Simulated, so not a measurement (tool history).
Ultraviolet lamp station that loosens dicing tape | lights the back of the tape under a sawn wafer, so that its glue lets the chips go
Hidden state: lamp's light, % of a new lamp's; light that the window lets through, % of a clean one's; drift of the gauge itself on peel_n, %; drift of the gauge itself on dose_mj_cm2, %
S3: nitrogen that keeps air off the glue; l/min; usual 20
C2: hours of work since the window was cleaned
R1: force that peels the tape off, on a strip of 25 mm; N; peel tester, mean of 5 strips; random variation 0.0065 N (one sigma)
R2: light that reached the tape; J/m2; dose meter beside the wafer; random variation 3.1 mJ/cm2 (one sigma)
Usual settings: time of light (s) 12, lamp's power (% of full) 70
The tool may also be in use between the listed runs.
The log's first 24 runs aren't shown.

{"run": 25, "day": 12.471, "time of light (s)": 17, "lamp's power (% of full)": 80, "S3": 6, "hours of work of the lamp": 628, "C2": 74, "R1": 0.274, "R2": 5810}
{"run": 26, "day": 12.925, "time of light (s)": 17, "lamp's power (% of full)": 80, "S3": 6, "hours of work of the lamp": 634, "C2": 80, "R1": 0.279, "R2": 5750}
{"run": 27, "day": 13.675, "time of light (s)": 17, "lamp's power (% of full)": 80, "S3": 6, "hours of work of the lamp": 646, "C2": 92, "R1": 0.28, "R2": 5730}
{"run": 28, "day": 14.196, "time of light (s)": 12, "lamp's power (% of full)": 60, "S3": 14, "hours of work of the lamp": 653, "C2": 99, "R1": 0.581, "R2": 3040}
{"run": 29, "day": 14.612, "time of light (s)": 12, "lamp's power (% of full)": 82, "S3": 17, "hours of work of the lamp": 660, "C2": 106, "R1": 0.294, "R2": 4100}
{"run": 30, "day": 15.038, "time of light (s)": 20, "lamp's power (% of full)": 81, "S3": 17, "hours of work of the lamp": 666, "C2": 112, "R1": 0.137, "R2": 6750}
{"run": 31, "day": 15.592, "time of light (s)": 10, "lamp's power (% of full)": 82, "S3": 25, "hours of work of the lamp": 674, "C2": 120, "R1": 0.371, "R2": 3390}
{"run": 32, "day": 16.225, "time of light (s)": 23, "lamp's power (% of full)": 82, "S3": 15, "hours of work of the lamp": 684, "C2": 130, "R1": 0.12, "R2": 7800}
{"run": 33, "day": 16.925, "time of light (s)": 11, "lamp's power (% of full)": 62, "S3": 30, "hours of work of the lamp": 694, "C2": 140, "R1": 0.489, "R2": 2810}
{"run": 34, "day": 17.6, "time of light (s)": 11, "lamp's power (% of full)": 71, "S3": 38, "hours of work of the lamp": 704, "C2": 150, "R1": 0.36, "R2": 3160}
{"run": 35, "day": 18.283, "time of light (s)": 17, "lamp's power (% of full)": 91, "S3": 10, "hours of work of the lamp": 715, "C2": 161, "R1": 0.169, "R2": 6320}
{"run": 36, "day": 18.875, "time of light (s)": 17, "lamp's power (% of full)": 91, "S3": 16, "hours of work of the lamp": 723, "C2": 169, "R1": 0.139, "R2": 6240}
{"run": 37, "day": 19.596, "time of light (s)": 17, "lamp's power (% of full)": 68, "S3": 38, "hours of work of the lamp": 734, "C2": 180, "R1": 0.166, "R2": 4640}
{"day": 19.867, "done": "lamp changed"}
{"run": 38, "day": 20.317, "time of light (s)": 12, "lamp's power (% of full)": 70, "S3": 20, "hours of work of the lamp": 7, "C2": 190, "R1": 0.233, "R2": 4570}
{"run": 39, "day": 20.817, "time of light (s)": 19, "lamp's power (% of full)": 91, "S3": 13, "hours of work of the lamp": 14, "C2": 198, "R1": 0.099, "R2": 9460}
{"run": 40, "day": 21.408, "time of light (s)": 12, "lamp's power (% of full)": 93, "S3": 9, "hours of work of the lamp": 23, "C2": 207, "R1": 0.206, "R2": 6040}

3 ways to go on from here, each from the tool as it stands after run 40. What would each give?
{"run": "A", "day": 22.025, "time of light (s)": 11, "lamp's power (% of full)": 89, "S3": 7, "hours of work of the lamp": 32, "C2": 216, "R1": "?", "R2": "?"}
{"run": "B", "day": 22.025, "time of light (s)": 9, "lamp's power (% of full)": 70, "S3": 14, "hours of work of the lamp": 32, "C2": 216, "R1": "?", "R2": "?"}
{"run": "C", "day": 22.025, "time of light (s)": 12, "lamp's power (% of full)": 100, "S3": 6, "hours of work of the lamp": 32, "C2": 216, "R1": "?", "R2": "?"}

run=A R1=0.305 R2=5270
run=B R1=0.456 R2=3390
run=C R1=0.227 R2=6450
Without the tool's hidden state the same runs would have given:
run=A R1=0.274 R2=5570
run=B R1=0.412 R2=3580
run=C R1=0.204 R2=6830
